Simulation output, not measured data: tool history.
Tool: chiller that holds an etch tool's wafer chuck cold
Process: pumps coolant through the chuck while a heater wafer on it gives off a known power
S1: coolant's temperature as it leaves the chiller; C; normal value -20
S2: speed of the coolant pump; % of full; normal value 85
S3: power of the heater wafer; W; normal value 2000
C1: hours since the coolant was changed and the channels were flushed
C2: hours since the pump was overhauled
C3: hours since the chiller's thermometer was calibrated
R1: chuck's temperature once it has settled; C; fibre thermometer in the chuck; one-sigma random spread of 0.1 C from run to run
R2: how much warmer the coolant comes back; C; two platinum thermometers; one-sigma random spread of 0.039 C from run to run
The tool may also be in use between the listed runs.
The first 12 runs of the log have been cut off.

| run | hour | S1 | S2 | S3 | C1 | C2 | C3 | R1 | R2 |
|---|---|---|---|---|---|---|---|---|---|
| 13 | 1210.1 | -20 | 100 | 2000 | 3577 | 5573 | 1210 | -8.0 | 6.93 |
| 14 | 1279.1 | -20 | 100 | 2000 | 3646 | 5642 | 1279 | -7.9 | 6.86 |
| 15 | 1354.0 | -20 | 71 | 2000 | 3721 | 5717 | 1354 | -4.3 | 9.60 |
| 16 | 1423.6 | -20 | 71 | 2000 | 3790 | 5786 | 1424 | -4.1 | 9.61 |
| 17 | 1549.8 | -20 | 85 | 2000 | 3916 | 5913 | 1550 | -6.4 | 8.05 |
| 18 | 1666.2 | -20 | 85 | 2000 | 4033 | 6029 | 1666 | -6.4 | 7.98 |
| 19 | 1753.2 | -19 | 83 | 2000 | 4120 | 6116 | 1753 | -5.0 | 8.23 |
| 20 | 1898.2 | -19 | 71 | 2000 | 4265 | 6261 | 1898 | -3.3 | 9.54 |
| 21 | 2011.0 | -20 | 87 | 2000 | 4378 | 6374 | 2011 | -6.5 | 7.81 |
| 22 | 2073.5 | -27 | 69 | 1406 | 4440 | 6436 | 2073 | -15.8 | 6.76 |
| 23 | 2162.2 | -21 | 74 | 1406 | 4529 | 6525 | 2162 | -10.2 | 6.37 |

Run 24 is up next; what results do you expect?
| 24 | 2288.3 | -21 | 74 | 1406 | 4655 | 6651 | 2288 | ? | ? |

R1: -10.2 C
R2: 6.32 C
With no hidden state in the tool, this same run would have given R1 -10.2 C, R2 6.64 C.
